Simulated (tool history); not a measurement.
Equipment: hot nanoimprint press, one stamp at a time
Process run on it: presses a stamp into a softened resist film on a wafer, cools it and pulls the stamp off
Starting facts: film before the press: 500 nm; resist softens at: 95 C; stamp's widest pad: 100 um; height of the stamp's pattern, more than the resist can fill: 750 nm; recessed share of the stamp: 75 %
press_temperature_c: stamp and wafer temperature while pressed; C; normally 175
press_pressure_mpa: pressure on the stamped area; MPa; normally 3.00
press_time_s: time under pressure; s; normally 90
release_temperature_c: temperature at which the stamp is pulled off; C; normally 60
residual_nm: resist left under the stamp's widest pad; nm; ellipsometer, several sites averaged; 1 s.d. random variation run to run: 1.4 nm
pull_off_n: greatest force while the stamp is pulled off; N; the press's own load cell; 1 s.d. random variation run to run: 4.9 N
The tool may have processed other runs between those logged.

Run 1, day 0.000: usual settings. Result: residual_nm 210.5 nm, pull_off_n 230 N.
Run 2, day 3.492: usual settings. Result: residual_nm 208.8 nm, pull_off_n 261 N.
Run 3, day 6.204: usual settings. Result: residual_nm 208.4 nm, pull_off_n 268 N.
Run 4, day 9.050: usual settings but press_temperature_c 186 C. Result: residual_nm 133.1 nm, pull_off_n 298 N.
Run 5, day 12.746: usual settings but press_temperature_c 166 C. Result: residual_nm 299.1 nm, pull_off_n 310 N.
Run 6, day 16.054: usual settings but press_pressure_mpa 1.84 MPa. Result: residual_nm 268.0 nm, pull_off_n 338 N.
At day 16.354: plate thermocouple calibrated.
At day 17.404: stamp cleaned and given a new release coat.
Run 7, day 18.833: usual settings but press_pressure_mpa 3.81 MPa, press_time_s 111 s. Result: residual_nm 179.6 nm, pull_off_n 253 N.
At day 22.492: press's hydraulic seals changed and the load cell set to zero.
Run 8, day 22.717: usual settings but press_pressure_mpa 3.81 MPa, press_time_s 111 s. Result: residual_nm 172.9 nm, pull_off_n 270 N.
Run 9, day 25.433: usual settings but press_pressure_mpa 2.02 MPa, press_time_s 53 s, release_temperature_c 52 C. Result: residual_nm 303.6 nm, pull_off_n 292 N.
Run 10, day 27.208: usual settings but press_temperature_c 181 C, press_pressure_mpa 2.15 MPa, press_time_s 147 s, release_temperature_c 46 C. Result: residual_nm 165.4 nm, pull_off_n 321 N.
Run 11, day 29.650: usual settings but release_temperature_c 52 C. Result: residual_nm 208.9 nm, pull_off_n 335 N.

3 options for the next run, each taken on its own from the tool as it stands now. Forecast them:
Run A, day 33.183: usual settings but press_pressure_mpa 4.10 MPa, press_time_s 131 s, release_temperature_c 52 C. Result: residual_nm ?, pull_off_n ?.
Run B, day 33.183: usual settings but press_temperature_c 179 C, press_time_s 167 s, release_temperature_c 68 C. Result: residual_nm ?, pull_off_n ?.
Run C, day 33.183: usual settings but press_pressure_mpa 3.82 MPa, press_time_s 67 s, release_temperature_c 61 C. Result: residual_nm ?, pull_off_n ?.

run  residual_nm  pull_off_n
  A        153.9         348
  B        142.2         324
  C        201.8         341
Without the tool's unlogged condition, the same runs would have read:
run  residual_nm  pull_off_n
  A        155.8         246
  B        144.0         229
  C        204.2         240
